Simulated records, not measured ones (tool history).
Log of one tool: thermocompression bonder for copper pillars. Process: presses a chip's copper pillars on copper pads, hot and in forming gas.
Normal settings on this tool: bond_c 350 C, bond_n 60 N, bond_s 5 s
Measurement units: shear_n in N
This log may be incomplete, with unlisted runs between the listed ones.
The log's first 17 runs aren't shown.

run 18 hour=121.5 | bond_c=350 bond_n=60 bond_s=5 | shear_n=73.7
run 19 hour=127.0 | bond_c=350 bond_n=60 bond_s=5 | shear_n=73.8
run 20 hour=133.4 | bond_c=350 bond_n=60 bond_s=5 | shear_n=71.7
run 21 hour=140.3 | bond_c=365 bond_n=60 bond_s=9 | shear_n=96.1
-- hour=142.2 force cell calibrated
run 22 hour=148.1 | bond_c=359 bond_n=42 bond_s=9 | shear_n=78.3
run 23 hour=155.8 | bond_c=374 bond_n=60 bond_s=3 | shear_n=75.1
run 24 hour=160.3 | bond_c=328 bond_n=80 bond_s=3 | shear_n=60.7
run 25 hour=169.6 | bond_c=328 bond_n=80 bond_s=9 | shear_n=86.4
run 26 hour=175.5 | bond_c=336 bond_n=67 bond_s=8 | shear_n=80.8
run 27 hour=182.4 | bond_c=336 bond_n=53 bond_s=10 | shear_n=77.3
-- hour=188.4 force cell calibrated, once more
run 28 hour=189.8 | bond_c=350 bond_n=53 bond_s=3 | shear_n=55.7
run 29 hour=194.7 | bond_c=349 bond_n=60 bond_s=6 | shear_n=75.3
run 30 hour=198.6 | bond_c=350 bond_n=78 bond_s=14 | shear_n=109.3
run 31 hour=207.9 | bond_c=350 bond_n=78 bond_s=14 | shear_n=107.7
run 32 hour=217.1 | bond_c=351 bond_n=77 bond_s=9 | shear_n=94.8
run 33 hour=226.7 | bond_c=359 bond_n=54 bond_s=5 | shear_n=71.3
run 34 hour=235.3 | bond_c=359 bond_n=54 bond_s=5 | shear_n=70.3
run 35 hour=241.6 | bond_c=333 bond_n=67 bond_s=7 | shear_n=74.2
run 36 hour=249.3 | bond_c=350 bond_n=38 bond_s=5 | shear_n=53.2
run 37 hour=255.2 | bond_c=350 bond_n=38 bond_s=5 | shear_n=53.3
run 38 hour=259.2 | bond_c=350 bond_n=38 bond_s=5 | shear_n=53.5
run 39 hour=264.7 | bond_c=350 bond_n=72 bond_s=5 | shear_n=78.3

Predict each of these 5 candidate next runs independently; none follows another, all start after run 39:
run A hour=270.7 | bond_c=326 bond_n=48 bond_s=14 | shear_n=?
run B hour=270.7 | bond_c=343 bond_n=81 bond_s=12 | shear_n=?
run C hour=270.7 | bond_c=346 bond_n=50 bond_s=12 | shear_n=?
run D hour=270.7 | bond_c=376 bond_n=67 bond_s=11 | shear_n=?
run E hour=270.7 | bond_c=360 bond_n=72 bond_s=4 | shear_n=?

run=A shear_n=73.2
run=B shear_n=100.4
run=C shear_n=80.7
run=D shear_n=108.4
run=E shear_n=78.9
Stripped of hidden state, with their random variation kept, the same runs would have yielded:
run=A shear_n=77.2
run=B shear_n=106.0
run=C shear_n=85.2
run=D shear_n=114.5
run=E shear_n=83.4

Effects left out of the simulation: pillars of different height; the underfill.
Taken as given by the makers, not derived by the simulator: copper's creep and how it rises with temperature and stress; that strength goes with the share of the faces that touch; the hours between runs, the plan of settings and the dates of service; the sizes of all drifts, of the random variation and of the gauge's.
